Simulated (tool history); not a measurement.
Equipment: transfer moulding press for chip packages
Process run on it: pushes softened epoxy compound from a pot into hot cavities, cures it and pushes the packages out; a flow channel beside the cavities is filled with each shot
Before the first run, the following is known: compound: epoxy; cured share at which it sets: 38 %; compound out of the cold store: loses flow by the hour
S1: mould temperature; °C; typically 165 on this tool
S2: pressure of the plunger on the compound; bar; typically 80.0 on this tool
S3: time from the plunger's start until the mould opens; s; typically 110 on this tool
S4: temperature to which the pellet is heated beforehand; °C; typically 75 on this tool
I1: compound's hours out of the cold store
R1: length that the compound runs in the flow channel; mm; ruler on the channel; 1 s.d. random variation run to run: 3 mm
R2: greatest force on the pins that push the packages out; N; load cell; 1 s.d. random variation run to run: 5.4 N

Run 1, hour 0.0: usual settings; I1 19.2. Result: R1 778 mm, R2 186 N.
Run 2, hour 78.9: usual settings; I1 47.6. Result: R1 679 mm, R2 187 N.
Run 3, hour 119.2: usual settings but S3 90 s; I1 45.1. Result: R1 685 mm, R2 251 N.
At hour 156.0: plunger's sealing rings changed.
At hour 157.5: cavities cleaned with cleaning compound and waxed.
Run 4, hour 166.9: usual settings but S3 90 s; I1 14.9. Result: R1 788 mm, R2 273 N.
Run 5, hour 250.0: usual settings but S3 90 s; I1 16.8. Result: R1 782 mm, R2 265 N.
Run 6, hour 296.7: usual settings but S3 90 s; I1 37.2. Result: R1 708 mm, R2 241 N.
At hour 317.4: cavities cleaned with cleaning compound and waxed.
Run 7, hour 346.1: usual settings but S3 90 s; I1 24.2. Result: R1 753 mm, R2 250 N.
Run 8, hour 417.2: usual settings but S2 99.5 bar; I1 36.1. Result: R1 794 mm, R2 183 N.
Run 9, hour 467.2: usual settings but S2 99.5 bar, S3 127 s; I1 14.2. Result: R1 887 mm, R2 170 N.
At hour 474.0: cavities cleaned with cleaning compound and waxed.
Run 10, hour 537.3: usual settings but S2 99.5 bar, S3 127 s; I1 45.9. Result: R1 761 mm, R2 165 N.
Run 11, hour 578.3: usual settings but S2 99.5 bar, S3 127 s; I1 38.1. Result: R1 783 mm, R2 162 N.
At hour 629.5: cavities cleaned with cleaning compound and waxed.
Run 12, hour 660.6: usual settings but S4 74 °C; I1 43.8. Result: R1 695 mm, R2 186 N.
Run 13, hour 710.8: usual settings; I1 38.8. Result: R1 704 mm, R2 186 N.
Run 14, hour 749.3: usual settings; I1 29.9. Result: R1 735 mm, R2 187 N.
At hour 789.4: cavities cleaned with cleaning compound and waxed.
Run 15, hour 817.3: usual settings but S4 84 °C; I1 38.0. Result: R1 714 mm, R2 177 N.
At hour 869.2: plunger's sealing rings changed.
Run 16, hour 875.7: usual settings but S3 133 s, S4 69 °C; I1 13.5. Result: R1 794 mm, R2 166 N.
Run 17, hour 939.5: usual settings but S1 172 °C, S4 69 °C; I1 23.5. Result: R1 732 mm, R2 163 N.
At hour 949.1: cavities cleaned with cleaning compound and waxed.
At hour 968.4: mould's thermocouples calibrated.
Run 18, hour 1024.0: usual settings but S1 172 °C, S4 69 °C; I1 47.8. Result: R1 663 mm, R2 165 N.
At hour 1106.3: cavities cleaned with cleaning compound and waxed.
Run 19, hour 1111.4: usual settings but S1 172 °C, S4 69 °C; I1 41.5. Result: R1 675 mm, R2 167 N.
Run 20, hour 1150.6: usual settings but S1 159 °C, S3 93 s, S4 69 °C; I1 42.3. Result: R1 718 mm, R2 359 N.
Run 21, hour 1204.0: usual settings but S1 160 °C, S3 125 s; I1 44.2. Result: R1 704 mm, R2 191 N.
Run 22, hour 1244.1: usual settings but S1 160 °C, S3 125 s; I1 39.2. Result: R1 722 mm, R2 204 N.
At hour 1261.9: cavities cleaned with cleaning compound and waxed.
Run 23, hour 1296.0: usual settings but S1 158 °C, S2 67.5 bar, S3 140 s, S4 77 °C; I1 44.9. Result: R1 656 mm, R2 184 N.
Run 24, hour 1365.9: usual settings but S1 158 °C, S2 67.5 bar, S3 140 s, S4 77 °C; I1 23.2. Result: R1 725 mm, R2 193 N.
Run 25, hour 1404.3: usual settings but S1 158 °C, S2 67.5 bar, S3 140 s, S4 77 °C; I1 14.9. Result: R1 754 mm, R2 196 N.
At hour 1417.0: cavities cleaned with cleaning compound and waxed.
Run 26, hour 1455.6: usual settings but S1 170 °C, S3 95 s, S4 82 °C; I1 10.7. Result: R1 785 mm, R2 178 N.
Run 27, hour 1543.0: usual settings but S1 172 °C, S4 71 °C; I1 43.5. Result: R1 665 mm, R2 170 N.

3 options for the next run, each taken on its own from the tool as it stands now. Forecast them:
At hour 1576.8: cavities cleaned with cleaning compound and waxed.
At hour 1587.5: plunger's sealing rings changed.
Run A, hour 1617.5: usual settings but S1 161 °C, S2 71.3 bar, S3 98 s, S4 71 °C; I1 13.4. Result: R1 ?, R2 ?.
At hour 1576.8: cavities cleaned with cleaning compound and waxed.
At hour 1587.5: plunger's sealing rings changed.
Run B, hour 1617.5: usual settings but S1 172 °C, S3 112 s, S4 71 °C; I1 16.4. Result: R1 ?, R2 ?.
At hour 1576.8: cavities cleaned with cleaning compound and waxed.
At hour 1587.5: plunger's sealing rings changed.
Run C, hour 1617.5: usual settings but S1 167 °C, S3 113 s, S4 71 °C; I1 22.3. Result: R1 ?, R2 ?.

run   R1   R2
  A  768  315
  B  757  168
  C  754  163
Without the tool's hidden state the same runs would have given:
run   R1   R2
  A  768  312
  B  757  167
  C  754  162
